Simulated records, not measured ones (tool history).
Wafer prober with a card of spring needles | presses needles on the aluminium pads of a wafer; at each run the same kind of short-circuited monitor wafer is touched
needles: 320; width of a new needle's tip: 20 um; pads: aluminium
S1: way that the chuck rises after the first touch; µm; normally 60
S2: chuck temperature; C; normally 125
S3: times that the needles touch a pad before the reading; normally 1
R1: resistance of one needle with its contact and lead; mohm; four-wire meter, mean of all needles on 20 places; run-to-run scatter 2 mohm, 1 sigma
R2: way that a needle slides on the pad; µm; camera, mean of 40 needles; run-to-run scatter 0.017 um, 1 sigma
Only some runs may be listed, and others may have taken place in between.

run 1 hour=0 | S1=60 S2=125 S3=1 | R1=211 R2=9.35
run 2 hour=16 | S1=60 S2=48 S3=1 | R1=199 R2=9.37
-- hour=18.5 tips cleaned on abrasive film
run 3 hour=35.9 | S1=60 S2=48 S3=1 | R1=199 R2=9.36
-- hour=46.7 tips cleaned on abrasive film
run 4 hour=54 | S1=60 S2=48 S3=1 | R1=201 R2=9.31
-- hour=74.1 tips cleaned on abrasive film
run 5 hour=74.3 | S1=60 S2=48 S3=1 | R1=200 R2=9.34
run 6 hour=94.4 | S1=57 S2=48 S3=1 | R1=200 R2=8.85
-- hour=101.8 tips cleaned on abrasive film
run 7 hour=105.5 | S1=60 S2=125 S3=1 | R1=217 R2=9.31
run 8 hour=121 | S1=58 S2=125 S3=1 | R1=221 R2=9.01
-- hour=129.3 tips cleaned on abrasive film
run 9 hour=136.5 | S1=47 S2=30 S3=1 | R1=202 R2=7.3
run 10 hour=155.9 | S1=60 S2=53 S3=2 | R1=196 R2=9.29
-- hour=157.3 tips cleaned on abrasive film
run 11 hour=176 | S1=48 S2=29 S3=1 | R1=199 R2=7.43
-- hour=184.5 tips cleaned on abrasive film
run 12 hour=188.1 | S1=60 S2=125 S3=1 | R1=219 R2=9.29
-- hour=192.5 height of the first contact set anew
run 13 hour=206.4 | S1=76 S2=27 S3=3 | R1=184 R2=11.74
-- hour=211.8 tips cleaned on abrasive film
run 14 hour=214.9 | S1=60 S2=27 S3=2 | R1=194 R2=9.27
run 15 hour=231.2 | S1=60 S2=27 S3=2 | R1=197 R2=9.27
-- hour=239 tips cleaned on abrasive film
run 16 hour=247.3 | S1=60 S2=25 S3=2 | R1=191 R2=9.29

Here are 3 independent what-if runs from the current tool condition. What would each one return?
-- hour=266.7 tips cleaned on abrasive film
run A hour=266.8 | S1=72 S2=25 S3=2 | R1=? R2=?
-- hour=266.7 tips cleaned on abrasive film
run B hour=266.8 | S1=70 S2=36 S3=2 | R1=? R2=?
-- hour=266.7 tips cleaned on abrasive film
run C hour=266.8 | S1=62 S2=111 S3=3 | R1=? R2=?

run=A R1=189 R2=11.16
run=B R1=195 R2=10.82
run=C R1=214 R2=9.56
Without the tool's unlogged condition, the same runs would have read:
run=A R1=189 R2=11.28
run=B R1=195 R2=10.93
run=C R1=214 R2=9.66
